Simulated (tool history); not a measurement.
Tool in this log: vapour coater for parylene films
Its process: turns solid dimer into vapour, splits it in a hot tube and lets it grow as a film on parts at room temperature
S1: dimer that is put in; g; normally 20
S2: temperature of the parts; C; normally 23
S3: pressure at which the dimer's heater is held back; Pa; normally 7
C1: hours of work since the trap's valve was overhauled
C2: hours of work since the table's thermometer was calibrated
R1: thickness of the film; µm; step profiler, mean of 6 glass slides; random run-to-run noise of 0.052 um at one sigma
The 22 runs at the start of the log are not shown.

| run | day | S1 | S2 | S3 | C1 | C2 | R1 |
|---|---|---|---|---|---|---|---|
|  | 35.979 | table's thermometer calibrated |
| 23 | 35.979 | 11 | 23 | 2.8 | 29 | 0 | 3.69 |
| 24 | 37.679 | 11 | 23 | 2.8 | 58 | 29 | 3.75 |
| 25 | 38.95 | 11 | 15 | 2.68 | 80 | 50 | 4.72 |
| 26 | 39.958 | 11 | 15 | 5.78 | 97 | 67 | 4.48 |
| 27 | 41.412 | 11 | 15 | 5.78 | 121 | 92 | 4.38 |
| 28 | 43.646 | 14 | 15 | 9.95 | 159 | 130 | 4.99 |
| 29 | 45.375 | 14 | 15 | 9.95 | 188 | 159 | 5.03 |
| 30 | 46.75 | 25 | 27 | 7.17 | 212 | 182 | 6.1 |
| 31 | 47.812 | 25 | 18 | 4.18 | 230 | 200 | 8.99 |
| 32 | 49.929 | 9 | 30 | 3.21 | 265 | 236 | 2.17 |
| 33 | 52.096 | 20 | 29 | 6.63 | 302 | 273 | 4.48 |
| 34 | 53.946 | 17 | 22 | 5.71 | 333 | 304 | 4.88 |
| 35 | 55.854 | 16 | 31 | 5.71 | 366 | 336 | 3.4 |
| 36 | 57.058 | 16 | 29 | 3.89 | 386 | 357 | 3.77 |
| 37 | 58.821 | 16 | 29 | 3.89 | 416 | 387 | 3.78 |
| 38 | 60.442 | 9 | 23 | 2.97 | 443 | 414 | 2.73 |
| 39 | 62.646 | 9 | 23 | 2.97 | 481 | 451 | 2.71 |
| 40 | 64.6 | 9 | 34 | 9.71 | 514 | 484 | 1.49 |
| 41 | 65.692 | 9 | 32 | 2.41 | 532 | 503 | 2 |
|  | 67.546 | trap's valve overhauled |
| 42 | 67.821 | 13 | 17 | 5.98 | 5 | 536 | 4.91 |

Branching from run 42: 3 alternative next runs. What would each branch give?
| A | 69.288 | 25 | 35 | 3.47 | 29 | 561 | ? |
| B | 69.288 | 8 | 17 | 2.94 | 29 | 561 | ? |
| C | 69.288 | 20 | 23 | 2.36 | 29 | 561 | ? |

| run | R1 |
|---|---|
| A | 5.35 |
| B | 3.4 |
| C | 7.04 |
With no hidden state in the tool, these same runs would have given:
| run | R1 |
|---|---|
| A | 5.32 |
| B | 3.38 |
| C | 7 |
